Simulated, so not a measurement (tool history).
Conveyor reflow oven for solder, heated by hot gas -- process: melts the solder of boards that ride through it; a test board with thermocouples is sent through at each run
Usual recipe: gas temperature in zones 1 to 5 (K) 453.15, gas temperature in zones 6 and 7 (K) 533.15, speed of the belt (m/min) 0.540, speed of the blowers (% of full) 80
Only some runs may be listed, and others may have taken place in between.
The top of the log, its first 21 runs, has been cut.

run,day,gas temperature in zones 1 to 5 (K),gas temperature in zones 6 and 7 (K),speed of the belt (m/min),speed of the blowers (% of full),hours of work since the flux was cleaned out,hours of work since the belt drive was overhauled,hours of work since the thermocouples were changed,highest temperature of the board (K),time above the solder's melting point (s)
22,20.312,461.15,540.15,0.503,80,28,352,211,531.44,73.7
23,20.900,446.15,540.15,0.552,50,38,361,221,515.90,45.8
24,21.979,446.15,540.15,0.552,50,56,379,238,515.80,46.3
25,22.729,446.15,540.15,0.552,50,68,391,251,515.97,45.9
26,23.704,447.15,522.15,0.612,63,84,407,267,503.90,29.4
27,24.912,445.15,542.15,0.570,77,104,427,286,527.20,55.8
28,25.846,453.15,547.15,0.540,80,119,443,302,535.08,66.8
29,26.696,453.15,531.15,0.610,62,133,456,316,512.24,41.4
30,27.683,453.15,531.15,0.610,62,149,473,332,512.21,41.7

Alternative continuations, all from the tool just after run 30; predict every row:
A,28.512,445.15,533.15,0.636,51,163,486,345,?,?
B,28.512,453.15,525.15,0.529,58,163,486,345,?,?
C,28.512,453.15,544.15,0.482,69,163,486,345,?,?
D,28.512,453.15,537.15,0.582,80,163,486,345,?,?

run,highest temperature of the board (K),time above the solder's melting point (s)
A,504.80,26.8
B,510.43,46.5
C,532.50,73.5
D,524.11,55.6
Stripped of hidden state, with their random variation kept, the same runs would have yielded:
run,highest temperature of the board (K),time above the solder's melting point (s)
A,504.78,26.7
B,510.41,46.5
C,532.49,73.4
D,524.10,55.6

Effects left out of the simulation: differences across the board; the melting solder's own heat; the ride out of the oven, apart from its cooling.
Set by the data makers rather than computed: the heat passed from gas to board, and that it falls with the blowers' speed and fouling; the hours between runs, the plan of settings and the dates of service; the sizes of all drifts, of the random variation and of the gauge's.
